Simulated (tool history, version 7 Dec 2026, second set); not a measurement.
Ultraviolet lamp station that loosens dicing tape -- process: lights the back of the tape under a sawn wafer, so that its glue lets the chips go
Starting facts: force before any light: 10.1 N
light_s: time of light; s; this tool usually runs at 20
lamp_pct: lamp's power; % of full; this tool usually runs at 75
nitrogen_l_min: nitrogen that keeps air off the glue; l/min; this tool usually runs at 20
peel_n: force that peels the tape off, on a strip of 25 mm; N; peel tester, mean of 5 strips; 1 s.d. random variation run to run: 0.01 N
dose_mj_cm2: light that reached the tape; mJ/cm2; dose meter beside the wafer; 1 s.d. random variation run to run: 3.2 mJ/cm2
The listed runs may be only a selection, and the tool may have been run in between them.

| run | hour | light_s | lamp_pct | nitrogen_l_min | peel_n | dose_mj_cm2 |
|---|---|---|---|---|---|---|
| 1 | 0.0 | 20 | 75 | 20 | 0.437 | 510 |
| 2 | 28.6 | 20 | 75 | 20 | 0.439 | 515 |
| 3 | 91.0 | 20 | 75 | 20 | 0.444 | 511 |
| 4 | 147.2 | 20 | 75 | 20 | 0.445 | 511 |
| 5 | 198.9 | 20 | 75 | 20 | 0.442 | 511 |
| 6 | 265.0 | 20 | 75 | 8 | 0.938 | 509 |
| 7 | 324.5 | 20 | 75 | 8 | 0.894 | 511 |
| 8 | 375.8 | 20 | 75 | 20 | 0.443 | 507 |
| 9 | 443.5 | 20 | 78 | 20 | 0.409 | 530 |
| 10 | 490.8 | 20 | 78 | 20 | 0.396 | 528 |
| 11 | 527.9 | 20 | 78 | 20 | 0.427 | 525 |
| 12 | 570.8 | 20 | 75 | 17 | 0.510 | 509 |
| 13 | 616.3 | 20 | 75 | 15 | 0.565 | 504 |
| 14 | 649.6 | 20 | 75 | 15 | 0.555 | 506 |
| 15 | 705.7 | 20 | 75 | 15 | 0.560 | 504 |
| 16 | 772.5 | 20 | 75 | 15 | 0.555 | 516 |
| 17 | 838.3 | 20 | 75 | 15 | 0.566 | 513 |
| 18 | 872.7 | 28 | 75 | 9 | 0.374 | 722 |
| 19 | 915.2 | 28 | 75 | 9 | 0.389 | 715 |
| 20 | 968.1 | 15 | 75 | 20 | 0.906 | 374 |
| 21 | 1024.6 | 20 | 65 | 20 | 0.620 | 441 |
| 22 | 1090.5 | 23 | 87 | 16 | 0.265 | 680 |
| 23 | 1140.9 | 23 | 87 | 16 | 0.276 | 680 |
| 24 | 1207.0 | 23 | 87 | 16 | 0.265 | 691 |
| 25 | 1237.2 | 21 | 80 | 7 | 0.812 | 577 |
| 26 | 1267.7 | 11 | 75 | 20 | 1.554 | 281 |
| 27 | 1318.3 | 28 | 77 | 20 | 0.208 | 741 |
| 28 | 1374.4 | 28 | 77 | 20 | 0.204 | 733 |
| 29 | 1416.1 | 27 | 69 | 15 | 0.331 | 634 |

Withheld: 2 entries from between the runs. Position of each, and hidden state at the listed run before versus the listed run after:
In the gap between runs 11 and 12: window cleaned of glue's vapour (hour 554.5)
  light that the window lets through, % of a clean one's: 99.8 -> 100
In the gap between runs 21 and 22: lamp changed (hour 1059.2)
  lamp's light, % of a new lamp's: 99.7 -> 100

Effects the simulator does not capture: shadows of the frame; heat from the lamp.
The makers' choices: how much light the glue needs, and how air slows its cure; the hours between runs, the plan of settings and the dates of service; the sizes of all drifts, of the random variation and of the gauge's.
